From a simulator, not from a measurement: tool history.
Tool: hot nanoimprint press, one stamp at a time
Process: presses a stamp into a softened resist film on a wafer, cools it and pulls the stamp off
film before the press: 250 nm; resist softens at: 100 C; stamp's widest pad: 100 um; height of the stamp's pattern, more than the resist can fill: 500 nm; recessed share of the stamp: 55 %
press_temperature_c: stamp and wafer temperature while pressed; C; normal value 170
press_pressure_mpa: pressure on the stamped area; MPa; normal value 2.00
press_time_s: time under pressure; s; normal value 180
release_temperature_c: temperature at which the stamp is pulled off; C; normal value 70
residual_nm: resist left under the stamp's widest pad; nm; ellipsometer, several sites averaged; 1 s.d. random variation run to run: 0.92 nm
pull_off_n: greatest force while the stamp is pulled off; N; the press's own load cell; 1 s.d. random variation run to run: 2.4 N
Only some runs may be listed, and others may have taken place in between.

run	day	press_temperature_c	press_pressure_mpa	press_time_s	release_temperature_c	residual_nm	pull_off_n
1	0.000	170	2.00	180	70	142.1	124
2	0.350	170	2.00	180	70	144.3	119
3	0.842	170	2.00	180	74	144.9	108
4	1.138	179	2.00	180	70	94.8	122
5	1.500	179	2.00	180	70	96.1	121
6	1.988	170	2.00	166	70	149.1	119
7	2.383	170	2.00	166	70	148.3	127
8	2.754	170	2.00	166	70	148.8	128
9	2.996	170	2.53	166	70	137.3	131
10	3.458	170	2.53	166	70	136.5	132
11	3.938	170	2.53	166	70	135.9	130
12	4.229	170	2.53	166	70	138.5	137
13	4.704	170	2.00	180	70	145.3	133
14	4.938	170	2.00	180	70	145.3	131
15	5.712	170	2.00	180	70	145.6	109
16	6.092	170	2.00	180	70	146.2	116
17	6.488	170	2.00	180	70	146.8	119
18	6.929	170	2.00	106	73	172.4	113
19	7.408	170	1.88	99	73	178.2	109
20	7.662	170	1.50	180	71	161.7	119
21	7.962	169	3.01	180	71	132.8	115
22	8.312	169	3.01	180	71	132.1	116
23	8.796	169	3.01	180	71	132.0	120
24	9.425	173	2.00	180	70	123.7	124
25	9.854	161	1.25	210	75	211.2	108
26	10.092	169	2.00	178	70	149.2	125
27	10.500	170	2.21	102	62	163.3	152
28	11.050	170	2.00	199	59	138.8	165
29	11.567	166	1.78	180	70	175.5	130

Not shown: 2 entries that the log had between the listed runs. Between which runs, and how does the tool's hidden state differ before and after?
From run 14 to run 15: stamp cleaned and given a new release coat (day 5.388)
  true temperature over the reading, C: -1 -> -1.04; pressure that arrives at the usual setting, %: 97.63 -> 97.58; grip of the stamp's worn release coat, % over a new coat's: 18.5 -> 0.7
  the result without the hidden state subtracted from the measured one, residual_nm: +7.5 -> +7.8 nm; pull_off_n: +23 -> +4 N
From run 23 to run 24: plate thermocouple calibrated (day 8.962)
  true temperature over the reading, C: -1.27 -> -0.25; pressure that arrives at the usual setting, %: 97.3 -> 97.25; grip of the stamp's worn release coat, % over a new coat's: 8 -> 9.2
  the result without the hidden state subtracted from the measured one, residual_nm: +10.0 -> +2.8 nm; pull_off_n: +12 -> +11 N
